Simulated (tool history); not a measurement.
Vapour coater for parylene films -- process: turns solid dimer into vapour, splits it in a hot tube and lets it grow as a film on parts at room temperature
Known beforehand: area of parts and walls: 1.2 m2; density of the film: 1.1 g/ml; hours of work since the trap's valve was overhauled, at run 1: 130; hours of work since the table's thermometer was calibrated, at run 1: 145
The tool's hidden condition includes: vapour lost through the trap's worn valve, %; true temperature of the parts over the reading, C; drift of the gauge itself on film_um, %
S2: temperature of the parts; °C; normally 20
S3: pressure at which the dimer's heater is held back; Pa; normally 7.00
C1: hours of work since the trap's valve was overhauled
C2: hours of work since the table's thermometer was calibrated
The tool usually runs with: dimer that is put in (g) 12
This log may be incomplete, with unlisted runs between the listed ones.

Run 1, hour 0.0: usual settings; C1 130; C2 145. Result: thickness of the film (nm) 4140.
Run 2, hour 18.7: usual settings; C1 139; C2 154. Result: thickness of the film (nm) 4060.
Run 3, hour 32.9: usual settings; C1 146; C2 161. Result: thickness of the film (nm) 4110.
Run 4, hour 41.6: usual settings; C1 150; C2 165. Result: thickness of the film (nm) 4070.
Run 5, hour 53.0: usual settings; C1 156; C2 171. Result: thickness of the film (nm) 4060.
Run 6, hour 68.4: usual settings but dimer that is put in (g) 7; C1 163; C2 178. Result: thickness of the film (nm) 2400.
Run 7, hour 80.6: usual settings but dimer that is put in (g) 7; C1 169; C2 184. Result: thickness of the film (nm) 2370.
Run 8, hour 94.6: usual settings but dimer that is put in (g) 7; C1 176; C2 191. Result: thickness of the film (nm) 2390.
Run 9, hour 107.3: usual settings but dimer that is put in (g) 7; C1 183; C2 198. Result: thickness of the film (nm) 2400.
Run 10, hour 117.3: usual settings but dimer that is put in (g) 7, S2 25 °C; C1 187; C2 203. Result: thickness of the film (nm) 1910.
Run 11, hour 132.9: usual settings but dimer that is put in (g) 7, S2 25 °C; C1 195; C2 210. Result: thickness of the film (nm) 1900.
Run 12, hour 150.2: usual settings but dimer that is put in (g) 7, S2 25 °C; C1 204; C2 219. Result: thickness of the film (nm) 1880.
Run 13, hour 164.2: usual settings but dimer that is put in (g) 7, S2 25 °C; C1 211; C2 226. Result: thickness of the film (nm) 1880.
Run 14, hour 175.7: usual settings but dimer that is put in (g) 7, S2 25 °C; C1 216; C2 231. Result: thickness of the film (nm) 1860.
Run 15, hour 187.2: usual settings but dimer that is put in (g) 7, S2 25 °C; C1 222; C2 237. Result: thickness of the film (nm) 1840.
Run 16, hour 195.5: usual settings but dimer that is put in (g) 7, S2 25 °C; C1 226; C2 241. Result: thickness of the film (nm) 1880.
Run 17, hour 206.0: usual settings but S3 3.98 Pa; C1 231; C2 246. Result: thickness of the film (nm) 4470.
Run 18, hour 216.9: usual settings but S3 3.98 Pa; C1 237; C2 252. Result: thickness of the film (nm) 4430.
Run 19, hour 235.6: usual settings but S3 3.98 Pa; C1 246; C2 261. Result: thickness of the film (nm) 4350.
Run 20, hour 251.9: usual settings but S3 3.98 Pa; C1 254; C2 269. Result: thickness of the film (nm) 4350.
Run 21, hour 264.4: usual settings but S3 3.98 Pa; C1 260; C2 275. Result: thickness of the film (nm) 4430.
Run 22, hour 280.6: usual settings but S3 3.98 Pa; C1 268; C2 283. Result: thickness of the film (nm) 4420.
Run 23, hour 299.3: usual settings but dimer that is put in (g) 22, S3 8.61 Pa; C1 277; C2 292. Result: thickness of the film (nm) 7260.
Run 24, hour 308.5: usual settings but S3 4.38 Pa; C1 282; C2 297. Result: thickness of the film (nm) 4410.
Run 25, hour 326.7: usual settings but S3 4.38 Pa; C1 291; C2 306. Result: thickness of the film (nm) 4330.
Run 26, hour 337.2: usual settings but S3 4.38 Pa; C1 296; C2 311. Result: thickness of the film (nm) 4340.
Run 27, hour 349.1: usual settings but dimer that is put in (g) 11, S3 3.78 Pa; C1 302; C2 317. Result: thickness of the film (nm) 4060.
Run 28, hour 365.9: usual settings but dimer that is put in (g) 11, S3 3.78 Pa; C1 310; C2 325. Result: thickness of the film (nm) 4050.
Run 29, hour 374.8: usual settings but dimer that is put in (g) 10, S2 13 °C, S3 6.52 Pa; C1 315; C2 330. Result: thickness of the film (nm) 4730.
Run 30, hour 385.7: usual settings but dimer that is put in (g) 15, S3 8.49 Pa; C1 320; C2 335. Result: thickness of the film (nm) 4950.
Run 31, hour 402.0: usual settings but dimer that is put in (g) 19, S2 26 °C, S3 2.83 Pa; C1 328; C2 343. Result: thickness of the film (nm) 5500.
Run 32, hour 413.5: usual settings but dimer that is put in (g) 6, S2 23 °C, S3 3.29 Pa; C1 334; C2 349. Result: thickness of the film (nm) 1950.
Run 33, hour 426.8: usual settings but dimer that is put in (g) 6, S2 23 °C, S3 3.29 Pa; C1 340; C2 355. Result: thickness of the film (nm) 1970.
Run 34, hour 436.1: usual settings but S2 15 °C, S3 2.45 Pa; C1 345; C2 360. Result: thickness of the film (nm) 6040.
Run 35, hour 451.1: usual settings but S2 15 °C, S3 2.45 Pa; C1 352; C2 367. Result: thickness of the film (nm) 6020.
Run 36, hour 466.9: usual settings but dimer that is put in (g) 10, S2 15 °C, S3 3.55 Pa; C1 360; C2 375. Result: thickness of the film (nm) 4710.
Run 37, hour 479.5: usual settings but dimer that is put in (g) 10, S2 30 °C, S3 3.55 Pa; C1 366; C2 381. Result: thickness of the film (nm) 2330.
Run 38, hour 489.0: usual settings but dimer that is put in (g) 10, S2 30 °C, S3 3.55 Pa; C1 371; C2 386. Result: thickness of the film (nm) 2350.
Run 39, hour 509.2: usual settings but dimer that is put in (g) 10, S2 22 °C, S3 2.51 Pa; C1 381; C2 396. Result: thickness of the film (nm) 3580.
Run 40, hour 521.3: usual settings but dimer that is put in (g) 10, S3 2.75 Pa; C1 387; C2 402. Result: thickness of the film (nm) 3940.
Run 41, hour 532.9: usual settings but dimer that is put in (g) 15, S2 22 °C, S3 8.11 Pa; C1 393; C2 408. Result: thickness of the film (nm) 4560.
Run 42, hour 545.0: usual settings but dimer that is put in (g) 8, S2 22 °C, S3 2.96 Pa; C1 399; C2 414. Result: thickness of the film (nm) 2800.
Run 43, hour 553.9: usual settings but dimer that is put in (g) 8, S2 22 °C, S3 2.96 Pa; C1 403; C2 418. Result: thickness of the film (nm) 2770.

3 ways to go on from here, each from the tool as it stands after run 43. What would each give?
Run A, hour 573.1: usual settings but dimer that is put in (g) 11, S2 29 °C, S3 2.31 Pa; C1 412; C2 428. Result: thickness of the film (nm) ?.
Run B, hour 573.1: usual settings but dimer that is put in (g) 6, S2 14 °C, S3 4.90 Pa; C1 412; C2 428. Result: thickness of the film (nm) ?.
Run C, hour 573.1: usual settings but S2 15 °C; C1 412; C2 428. Result: thickness of the film (nm) ?.

run  thickness of the film (nm)
  A                        2830
  B                        2870
  C                        5200
What these runs would have given with no unlogged condition in the tool:
run  thickness of the film (nm)
  A                        2850
  B                        2890
  C                        5230
